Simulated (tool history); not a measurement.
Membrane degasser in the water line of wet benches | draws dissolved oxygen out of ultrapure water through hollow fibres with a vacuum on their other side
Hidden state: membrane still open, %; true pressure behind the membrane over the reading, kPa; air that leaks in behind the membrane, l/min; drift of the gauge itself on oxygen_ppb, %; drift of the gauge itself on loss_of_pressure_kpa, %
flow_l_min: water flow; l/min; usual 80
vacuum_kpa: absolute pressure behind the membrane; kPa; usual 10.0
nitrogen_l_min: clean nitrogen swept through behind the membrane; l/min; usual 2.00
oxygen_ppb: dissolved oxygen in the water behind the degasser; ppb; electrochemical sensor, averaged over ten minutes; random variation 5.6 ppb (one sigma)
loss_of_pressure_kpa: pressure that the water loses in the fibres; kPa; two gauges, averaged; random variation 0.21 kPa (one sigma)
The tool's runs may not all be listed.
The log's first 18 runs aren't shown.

run    hour  flow_l_min  vacuum_kpa  nitrogen_l_min  hours since the membrane was changed  hours since the vacuum gauge was calibrated  hours since the vacuum lines were made tight  oxygen_ppb  loss_of_pressure_kpa
 19  1405.5          80        15.4            2.00                                  2776                                         3910                                          1405       951.9                 52.24
 20  1461.2          80        15.4            2.00                                  2832                                         3966                                          1461       953.5                 52.31
 21  1547.3          92        15.4            2.79                                  2918                                         4052                                          1547       869.4                 60.08
 22  1597.7          80        12.4            3.93                                  2968                                         4103                                          1598       453.9                 52.05
 23  1695.4          80        16.9            1.85                                  3066                                         4200                                          1695      1104.4                 52.65
 24  1810.9         111         8.0            3.48                                  3182                                         4316                                          1811       498.5                 73.26
 25  1930.3          48         6.9            2.00                                  3301                                         4435                                          1930       208.2                 31.50
 26  2047.3          48        12.9            1.98                                  3418                                         4552                                          2047       501.0                 31.74
 27  2106.9          48        12.9            2.66                                  3478                                         4612                                          2107       393.7                 31.49
 28  2186.5          48        16.6            5.70                                  3557                                         4691                                          2187       272.5                 31.63
 29  2288.1          80        11.2            1.15                                  3659                                         4793                                          2288       968.8                 52.87
 30  2384.0          59        23.9            3.92                                  3755                                         4889                                          2384       682.6                 39.21
 31  2435.3          80        10.0            1.42                                  3806                                         4940                                          2435       738.0                 53.07
 32  2504.6          80        10.3            4.38                                  3875                                         5010                                          2505       352.4                 52.86

4 ways to go on from here, each from the tool as it stands after run 32. What would each give?
  A  2582.4          56        13.1            3.81                                  3953                                         5087                                          2582           ?                     ?
  B  2582.4          81        10.0            1.36                                  3953                                         5087                                          2582           ?                     ?
  C  2582.4         125        10.0            2.00                                  3953                                         5087                                          2582           ?                     ?
  D  2582.4          80        10.3            2.81                                  3953                                         5087                                          2582           ?                     ?

run  oxygen_ppb  loss_of_pressure_kpa
  A       350.6                 37.09
  B       771.4                 53.55
  C       987.4                 82.78
  D       477.8                 52.66
Without the tool's hidden state the same runs would have given:
run  oxygen_ppb  loss_of_pressure_kpa
  A       334.2                 35.55
  B       724.1                 51.31
  C       917.5                 79.33
  D       445.4                 50.44
